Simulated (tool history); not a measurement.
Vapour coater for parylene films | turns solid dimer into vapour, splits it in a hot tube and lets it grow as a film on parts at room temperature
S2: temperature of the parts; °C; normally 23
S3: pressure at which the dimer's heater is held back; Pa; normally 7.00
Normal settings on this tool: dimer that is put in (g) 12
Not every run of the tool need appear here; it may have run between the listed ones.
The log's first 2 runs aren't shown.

run 3 hour=41.3 | dimer_that_is_put_in_(g)=12 S2=23 S3=7.00 | thickness_of_the_film_(nm)=2690
run 4 hour=55.9 | dimer_that_is_put_in_(g)=12 S2=23 S3=7.00 | thickness_of_the_film_(nm)=2660
run 5 hour=77.6 | dimer_that_is_put_in_(g)=12 S2=23 S3=7.00 | thickness_of_the_film_(nm)=2650
run 6 hour=99.9 | dimer_that_is_put_in_(g)=14 S2=23 S3=7.00 | thickness_of_the_film_(nm)=3060
run 7 hour=115.1 | dimer_that_is_put_in_(g)=11 S2=23 S3=7.00 | thickness_of_the_film_(nm)=2400
run 8 hour=130.0 | dimer_that_is_put_in_(g)=11 S2=23 S3=7.00 | thickness_of_the_film_(nm)=2380
run 9 hour=140.6 | dimer_that_is_put_in_(g)=7 S2=23 S3=7.00 | thickness_of_the_film_(nm)=1490
run 10 hour=151.9 | dimer_that_is_put_in_(g)=7 S2=23 S3=7.00 | thickness_of_the_film_(nm)=1540
run 11 hour=162.3 | dimer_that_is_put_in_(g)=7 S2=23 S3=7.00 | thickness_of_the_film_(nm)=1540
run 12 hour=173.0 | dimer_that_is_put_in_(g)=7 S2=23 S3=7.00 | thickness_of_the_film_(nm)=1520
run 13 hour=185.0 | dimer_that_is_put_in_(g)=7 S2=23 S3=7.00 | thickness_of_the_film_(nm)=1550
run 14 hour=195.1 | dimer_that_is_put_in_(g)=7 S2=23 S3=7.00 | thickness_of_the_film_(nm)=1470
run 15 hour=210.7 | dimer_that_is_put_in_(g)=7 S2=23 S3=7.00 | thickness_of_the_film_(nm)=1520
run 16 hour=229.8 | dimer_that_is_put_in_(g)=12 S2=23 S3=7.00 | thickness_of_the_film_(nm)=2550
run 17 hour=248.7 | dimer_that_is_put_in_(g)=12 S2=23 S3=7.00 | thickness_of_the_film_(nm)=2520
run 18 hour=266.2 | dimer_that_is_put_in_(g)=12 S2=23 S3=5.85 | thickness_of_the_film_(nm)=2520
run 19 hour=281.2 | dimer_that_is_put_in_(g)=12 S2=16 S3=5.85 | thickness_of_the_film_(nm)=2960
run 20 hour=296.4 | dimer_that_is_put_in_(g)=12 S2=16 S3=5.85 | thickness_of_the_film_(nm)=2970

What will run 21 give?
run 21 hour=315.3 | dimer_that_is_put_in_(g)=18 S2=30 S3=5.03 | thickness_of_the_film_(nm)=?

thickness of the film (nm): 3140
Take away the tool's hidden state, keep the run-to-run variation as it was, and the same run would have given thickness of the film (nm) 3530.
